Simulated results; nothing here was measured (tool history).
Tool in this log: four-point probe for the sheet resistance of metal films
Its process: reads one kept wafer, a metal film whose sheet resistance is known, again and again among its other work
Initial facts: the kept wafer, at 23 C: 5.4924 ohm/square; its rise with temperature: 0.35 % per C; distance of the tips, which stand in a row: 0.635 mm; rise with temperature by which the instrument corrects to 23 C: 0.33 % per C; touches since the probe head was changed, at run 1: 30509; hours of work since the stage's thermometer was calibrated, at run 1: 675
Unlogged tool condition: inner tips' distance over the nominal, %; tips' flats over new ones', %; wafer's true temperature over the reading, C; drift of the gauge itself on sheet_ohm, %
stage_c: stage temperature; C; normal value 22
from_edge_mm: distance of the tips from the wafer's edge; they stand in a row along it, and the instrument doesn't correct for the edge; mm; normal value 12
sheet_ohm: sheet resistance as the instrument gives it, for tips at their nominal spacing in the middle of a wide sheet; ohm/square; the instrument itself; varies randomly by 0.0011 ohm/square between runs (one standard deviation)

| run | day | stage_c | from_edge_mm | touches since the probe head was changed | hours of work since the stage's thermometer was calibrated | sheet_ohm |
|---|---|---|---|---|---|---|
| 1 | 0 | 22 | 12 | 30509 | 675 | 5.500954 |
| 2 | 1.3 | 22 | 12 | 31551 | 688 | 5.501281 |
| 3 | 2.446 | 22 | 12 | 32472 | 700 | 5.499004 |
| 4 | 3.792 | 22 | 12 | 33552 | 714 | 5.499741 |
| 5 | 4.571 | 22 | 12 | 34176 | 722 | 5.50138 |
| 6 | 5.579 | 22 | 22 | 34983 | 732 | 5.493241 |
| 7 | 6.617 | 22 | 12 | 35815 | 743 | 5.501197 |
| 8 | 7.867 | 22 | 4 | 36819 | 756 | 5.566787 |
| 9 | 8.688 | 22 | 4 | 37478 | 764 | 5.565467 |
| 10 | 9.904 | 22 | 12 | 38451 | 777 | 5.501494 |
| 11 | 11.525 | 22 | 5 | 39752 | 793 | 5.540067 |
| 12 | 12.383 | 22 | 5 | 40441 | 802 | 5.539158 |
| 13 | 13.317 | 22 | 12 | 41187 | 812 | 5.502607 |
| 14 | 14.112 | 22 | 12 | 41827 | 820 | 5.501212 |
| 15 | 15.396 | 22 | 12 | 42855 | 833 | 5.500507 |
| 16 | 17.142 | 34 | 12 | 44257 | 851 | 5.508058 |
| 17 | 18.179 | 22 | 21 | 45087 | 862 | 5.495937 |
| 18 | 19.279 | 22 | 21 | 45971 | 873 | 5.493456 |
| 19 | 20.846 | 22 | 35 | 47227 | 890 | 5.492136 |
| 20 | 21.596 | 22 | 35 | 47829 | 897 | 5.491895 |
| 21 | 22.867 | 20 | 35 | 48846 | 910 | 5.490903 |
| 22 | 24.429 | 22 | 21 | 50101 | 926 | 5.494935 |
| 23 | 25.629 | 24 | 12 | 51064 | 939 | 5.501146 |
| 24 | 26.954 | 24 | 12 | 52125 | 952 | 5.501418 |
| 25 | 28.65 | 20 | 3 | 53486 | 970 | 5.621557 |

Run 26 is up next; what results do you expect?
| 26 | 30.25 | 34 | 3 | 54768 | 986 | ? |

sheet_ohm: 5.630591 ohm/square
Had the tool carried no hidden state, the very same run would have given sheet_ohm 5.630034 ohm/square.

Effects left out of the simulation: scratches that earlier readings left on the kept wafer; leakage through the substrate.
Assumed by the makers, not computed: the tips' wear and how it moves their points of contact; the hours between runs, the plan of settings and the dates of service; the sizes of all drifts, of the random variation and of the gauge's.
